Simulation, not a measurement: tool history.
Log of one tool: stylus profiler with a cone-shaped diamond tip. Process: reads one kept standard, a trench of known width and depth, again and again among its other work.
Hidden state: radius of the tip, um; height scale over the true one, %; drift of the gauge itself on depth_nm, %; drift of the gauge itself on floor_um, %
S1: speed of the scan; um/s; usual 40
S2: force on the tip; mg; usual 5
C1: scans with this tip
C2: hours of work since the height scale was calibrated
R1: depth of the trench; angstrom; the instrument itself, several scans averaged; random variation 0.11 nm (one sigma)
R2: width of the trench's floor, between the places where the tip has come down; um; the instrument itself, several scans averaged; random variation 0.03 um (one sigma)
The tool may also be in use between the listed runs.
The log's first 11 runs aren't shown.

| run | hour | S1 | S2 | C1 | C2 | R1 | R2 |
|---|---|---|---|---|---|---|---|
| 12 | 260.2 | 40 | 5 | 7469 | 511 | 2019.2 | 47.56 |
| 13 | 290.6 | 46 | 5 | 7731 | 528 | 2021.9 | 47.56 |
| 14 | 323.4 | 46 | 5 | 8012 | 548 | 2019 | 47.54 |
| 15 | 342.2 | 46 | 5 | 8174 | 559 | 2022.7 | 47.57 |
| 16 | 372.8 | 15 | 5 | 8437 | 577 | 2019.9 | 47.69 |
| 17 | 394.8 | 99 | 5 | 8626 | 590 | 2019 | 47.34 |
| 18 | 415.5 | 99 | 5 | 8804 | 602 | 2020 | 47.32 |
| 19 | 439.6 | 99 | 5 | 9010 | 616 | 2019.2 | 47.3 |
| 20 | 455.9 | 40 | 5 | 9151 | 626 | 2020.2 | 47.56 |
| 21 | 483.8 | 40 | 5 | 9390 | 642 | 2018.7 | 47.52 |
| 22 | 500.6 | 40 | 5 | 9534 | 652 | 2019.9 | 47.52 |
| 23 | 517.9 | 40 | 5 | 9683 | 662 | 2018.9 | 47.46 |

Run 24 comes next. What will it give?
| 24 | 545 | 153 | 6.87 | 9915 | 678 | ? | ? |

R1: 2025.9 angstrom
R2: 47.11 um
Without the tool's hidden state the same run would have given R1 2031.8 angstrom, R2 47.52 um.
